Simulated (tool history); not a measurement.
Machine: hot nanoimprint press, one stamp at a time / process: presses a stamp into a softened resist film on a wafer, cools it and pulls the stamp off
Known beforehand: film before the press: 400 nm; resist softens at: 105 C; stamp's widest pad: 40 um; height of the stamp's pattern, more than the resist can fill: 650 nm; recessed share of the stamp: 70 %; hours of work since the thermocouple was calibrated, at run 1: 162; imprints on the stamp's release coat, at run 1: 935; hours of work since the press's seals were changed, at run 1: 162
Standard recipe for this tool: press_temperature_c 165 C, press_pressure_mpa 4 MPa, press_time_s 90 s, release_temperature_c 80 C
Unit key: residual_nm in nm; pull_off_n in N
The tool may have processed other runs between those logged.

run,day,press_temperature_c,press_pressure_mpa,press_time_s,release_temperature_c,hours of work since the thermocouple was calibrated,imprints on the stamp's release coat,hours of work since the press's seals were changed,residual_nm,pull_off_n
1,0,165,4,90,80,162,935,162,236.9,208.4
2,2.146,165,4.8,90,80,188,1026,188,217.5,206.8
3,3.346,165,4.8,90,80,202,1077,202,216.8,206.6
# day 3.775: stamp cleaned and given a new release coat
4,5.188,165,4.8,90,80,220,60,220,216.7,193.5
5,6.442,165,4.8,90,80,235,114,235,216.5,193.8
6,8.196,165,6.11,90,80,255,189,255,191.6,193.6
7,9.762,165,2.46,90,80,274,255,274,288.2,195.8
8,11.45,165,2.46,90,80,294,327,294,287.6,195.3
9,12.842,165,2.46,90,80,310,387,310,287.5,195.8
10,14.846,165,4,90,80,333,472,333,235.1,198.4
11,16.217,167,4,86,80,349,531,349,221.2,198.5
12,18.462,167,4,86,80,376,627,376,221.5,201
13,19.65,167,4,86,80,390,677,390,221.4,199.5
14,21.158,167,4,59,87,407,741,407,246,167.8
15,23.696,165,4.68,51,80,437,850,437,254.8,201.8
16,25.3,165,4.68,51,80,456,918,456,255,203.4
17,27.508,165,4.68,51,80,482,1012,482,254.4,204.3
18,28.821,165,3.81,51,67,497,1068,497,275.9,269.6
# day 29.421: stamp cleaned and given a new release coat
# day 30.842: plate thermocouple calibrated
# day 31.175: press's hydraulic seals changed and the load cell set to zero
19,31.175,165,3.81,51,67,0,56,0,279.7,250

4 options for the next run, each taken on its own from the tool as it stands now. Forecast them:
A,32.567,165,4,65,83,16,115,16,?,?
B,32.567,161,3.81,175,67,16,115,16,?,?
C,32.567,165,6.25,51,67,16,115,16,?,?
D,32.567,165,4,90,77,16,115,16,?,?

run,residual_nm,pull_off_n
A,258.4,179.9
B,231.4,254.1
C,225.4,251.6
D,236.3,208.5
What these runs would have given with no unlogged condition in the tool:
run,residual_nm,pull_off_n
A,260.2,179.1
B,233.3,252.6
C,227.3,250.1
D,238.1,207.4
